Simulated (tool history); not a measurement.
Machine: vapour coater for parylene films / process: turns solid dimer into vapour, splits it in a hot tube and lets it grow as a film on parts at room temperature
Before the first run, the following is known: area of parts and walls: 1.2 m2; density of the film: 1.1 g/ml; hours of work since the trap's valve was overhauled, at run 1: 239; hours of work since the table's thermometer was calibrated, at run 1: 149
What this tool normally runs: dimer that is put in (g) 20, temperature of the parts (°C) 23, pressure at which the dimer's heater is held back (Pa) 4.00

run,hour,dimer that is put in (g),temperature of the parts (°C),pressure at which the dimer's heater is held back (Pa),hours of work since the trap's valve was overhauled,hours of work since the table's thermometer was calibrated,thickness of the film (um)
1,0.0,20,23,4.00,239,149,11.28
2,73.7,20,23,5.10,300,209,10.91
3,148.5,20,23,5.10,361,271,10.70
# hour 157.7: trap's valve overhauled
4,227.2,20,23,4.00,57,332,11.52
5,282.9,20,23,4.00,103,378,11.49
6,333.7,20,23,4.00,144,419,11.39
7,397.2,19,23,4.00,196,471,10.79
8,453.2,19,23,4.00,242,517,10.83
9,506.9,30,23,4.00,286,561,16.72
10,569.9,30,23,7.00,338,613,15.11
# hour 604.1: trap's valve overhauled
11,656.0,20,22,4.00,43,680,12.12
12,701.3,20,30,4.00,80,717,9.16
13,743.3,20,23,4.03,114,752,11.42
14,804.2,20,27,4.00,164,802,9.88
15,843.7,20,27,4.00,197,834,9.80
16,887.2,16,27,4.00,232,870,7.76
17,949.6,16,27,4.00,283,921,7.65
18,1031.3,16,27,4.00,350,988,7.52
# hour 1051.3: trap's valve overhauled
19,1098.4,9,23,4.00,39,1040,5.14
20,1163.5,9,23,4.00,92,1093,5.16
21,1242.1,9,23,4.00,156,1158,5.09
22,1303.1,8,19,4.76,206,1208,5.15
23,1354.2,8,33,10.41,248,1250,2.69
24,1427.6,20,21,6.92,309,1310,10.85
25,1473.8,20,23,4.44,347,1348,10.77
# hour 1501.5: trap's valve overhauled
26,1515.9,23,18,4.00,12,1379,16.00
27,1578.0,23,31,8.20,63,1430,8.84
28,1625.6,23,31,8.20,102,1469,8.61
29,1699.9,29,20,11.48,163,1530,15.27
30,1776.4,29,20,11.48,225,1593,15.25
31,1829.3,29,20,11.48,269,1636,14.88

Across each entry between runs, compare the hidden state at the last listed run before it with the hidden state at the first listed run after it:
In the gap between runs 3 and 4: trap's valve overhauled (hour 157.7)
  vapour lost through the trap's worn valve, %: 6.8 -> 1.4; true temperature of the parts over the reading, C: 0.12 -> 0.15
  difference, measured minus the result without the unlogged condition, thickness of the film (um): -0.82 -> -0.23
In the gap between runs 10 and 11: trap's valve overhauled (hour 604.1)
  vapour lost through the trap's worn valve, %: 6.8 -> 1.1; true temperature of the parts over the reading, C: 0.29 -> 0.32
  difference, measured minus the result without the unlogged condition, thickness of the film (um): -1.26 -> -0.28
In the gap between runs 18 and 19: trap's valve overhauled (hour 1051.3)
  vapour lost through the trap's worn valve, %: 7 -> 1.1; true temperature of the parts over the reading, C: 0.47 -> 0.5
  difference, measured minus the result without the unlogged condition, thickness of the film (um): -0.71 -> -0.16
In the gap between runs 25 and 26: trap's valve overhauled (hour 1501.5)
  vapour lost through the trap's worn valve, %: 6.6 -> 1; true temperature of the parts over the reading, C: 0.65 -> 0.66
  difference, measured minus the result without the unlogged condition, thickness of the film (um): -1.04 -> -0.56
